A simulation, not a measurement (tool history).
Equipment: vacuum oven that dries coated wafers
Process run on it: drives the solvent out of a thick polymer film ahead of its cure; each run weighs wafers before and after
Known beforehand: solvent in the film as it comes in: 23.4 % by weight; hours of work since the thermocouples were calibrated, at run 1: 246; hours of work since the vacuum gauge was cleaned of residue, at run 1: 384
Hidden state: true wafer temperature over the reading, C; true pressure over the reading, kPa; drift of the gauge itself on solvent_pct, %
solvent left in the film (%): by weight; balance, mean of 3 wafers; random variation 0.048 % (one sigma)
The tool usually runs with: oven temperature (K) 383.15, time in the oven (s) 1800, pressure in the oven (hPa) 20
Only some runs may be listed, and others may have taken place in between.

run	day	oven temperature (K)	time in the oven (s)	pressure in the oven (hPa)	hours of work since the thermocouples were calibrated	hours of work since the vacuum gauge was cleaned of residue	solvent left in the film (%)
1	0	383.15	1800	20	246	384	3.27
2	0.375	383.15	1800	20	252	390	3.26
3	0.742	383.15	1800	20	258	396	3.43
4	1.271	383.15	1800	20	267	404	3.37
5	1.896	383.15	1800	25.7	277	415	4.05
6	2.458	383.15	1800	25.7	286	424	3.99
7	2.896	383.15	1080	20	294	431	5.14
8	3.229	383.15	1080	20	299	436	5.14
9	3.754	383.15	1800	20	308	445	3.25
10	4.225	383.15	1800	20	315	453	3.27
11	4.654	383.15	1800	46.8	322	460	6.5
12	5.083	386.15	900	65.9	329	467	9.54
13	5.579	384.15	1800	21.4	337	475	3.33
14	6.192	385.15	1500	19.9	347	485	3.45
15	6.708	385.15	1500	19.9	356	493	3.21
16	7.029	383.15	2100	32.9	361	498	4.5
17	7.7	383.15	2100	32.9	372	509	4.55
18	8.333	397.15	1680	15	382	519	1.27
19	8.746	397.15	1680	15	389	526	1.29
20	9.417	397.15	1680	15	400	537	1.24
21	9.754	397.15	1680	15	405	543	1.33

What if the next run were any one of these 3? Each begins from the tool's condition after run 21:
A	10.179	397.15	1680	11.1	412	550	?
B	10.179	383.15	1680	36.7	412	550	?
C	10.179	397.15	1380	15	412	550	?

run	solvent left in the film (%)
A	1.02
B	5.48
C	1.4
Without the tool's hidden state the same runs would have given:
run	solvent left in the film (%)
A	0.95
B	5.55
C	1.35
